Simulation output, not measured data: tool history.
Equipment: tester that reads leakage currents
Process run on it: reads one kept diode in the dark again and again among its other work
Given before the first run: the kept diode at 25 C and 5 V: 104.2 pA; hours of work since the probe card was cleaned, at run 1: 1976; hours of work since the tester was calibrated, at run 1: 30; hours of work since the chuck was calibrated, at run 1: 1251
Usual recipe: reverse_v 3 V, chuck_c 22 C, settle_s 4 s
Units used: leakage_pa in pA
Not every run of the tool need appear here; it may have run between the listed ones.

run   hour  reverse_v  chuck_c  settle_s  hours of work since the probe card was cleaned  hours of work since the tester was calibrated  hours of work since the chuck was calibrated  leakage_pa
  1      0          3       22         4                                            1976                                             30                                          1251       71.81
  2   47.4      12.05       22         4                                            1995                                             49                                          1271      124.88
  3   80.6      12.05       22      0.96                                            2008                                             63                                          1284         127
  4  121.7      12.05       22      0.96                                            2025                                             80                                          1301       128.2
  5  157.9      12.05       22      0.96                                            2040                                             94                                          1316      128.48
  6  197.4      12.05       22      0.96                                            2056                                            110                                          1332       128.6
  7  251.6      12.05       22      0.71                                            2078                                            133                                          1354       129.3
  8  304.5      12.05       22      0.71                                            2100                                            154                                          1376      130.22
  9  355.5          3       22         4                                            2121                                            175                                          1396       72.63
 10  381.4          3       26         4                                            2131                                            186                                          1407       99.88
 11  430.9          3       26         4                                            2151                                            206                                          1427      100.21
 12  485.9          3       26         4                                            2174                                            228                                          1450      100.09
 13  532.2          3       26         4                                            2193                                            247                                          1469       99.66

For run 14, what comes out?
 14  579.3          3       26         4                                            2212                                            266                                          1488           ?

For run 14 the tool returned leakage_pa 100.06 pA.
With no hidden state in the tool, this same run would have given leakage_pa 93 pA.
